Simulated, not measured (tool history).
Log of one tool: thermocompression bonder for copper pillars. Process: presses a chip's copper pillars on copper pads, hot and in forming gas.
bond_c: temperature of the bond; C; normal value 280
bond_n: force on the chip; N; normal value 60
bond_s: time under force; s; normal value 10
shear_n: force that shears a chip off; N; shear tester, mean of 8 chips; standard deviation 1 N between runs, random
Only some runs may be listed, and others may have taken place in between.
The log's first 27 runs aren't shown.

run,day,bond_c,bond_n,bond_s,hours of work since the heater was calibrated,hours of work since the force cell was calibrated,hours of work since the gas filter was changed,shear_n
28,58.558,277,85,28,465,135,29,127.1
29,61.304,277,85,28,505,175,69,126.3
30,64.258,277,85,28,548,218,112,125.4
31,66.8,265,45,9,585,255,149,52.8
# day 68: forming gas filter changed
32,68.604,292,59,10,611,281,9,101.6
33,70.108,292,59,10,633,303,31,99
34,71.521,292,59,10,653,323,51,96.8
# day 73.367: heater calibrated with a thermocouple chip
35,74.2,292,59,10,12,361,89,99.5
36,76.283,262,60,10,42,391,119,67.7
37,77.671,296,71,10,63,411,139,112.8
# day 79.508: forming gas filter changed
38,79.742,296,71,10,92,441,3,111.3

Branching from run 38: 5 alternative next runs. What would each branch give?
A,81.042,296,65,25,111,460,22,?
B,81.042,255,40,6,111,460,22,?
C,81.042,299,60,6,111,460,22,?
D,81.042,298,60,17,111,460,22,?
E,81.042,280,46,6,111,460,22,?

run,shear_n
A,126.1
B,33
C,92.4
D,118.2
E,60.8
What these runs would have given with no unlogged condition in the tool:
run,shear_n
A,126.1
B,33
C,92.4
D,118.1
E,60.7
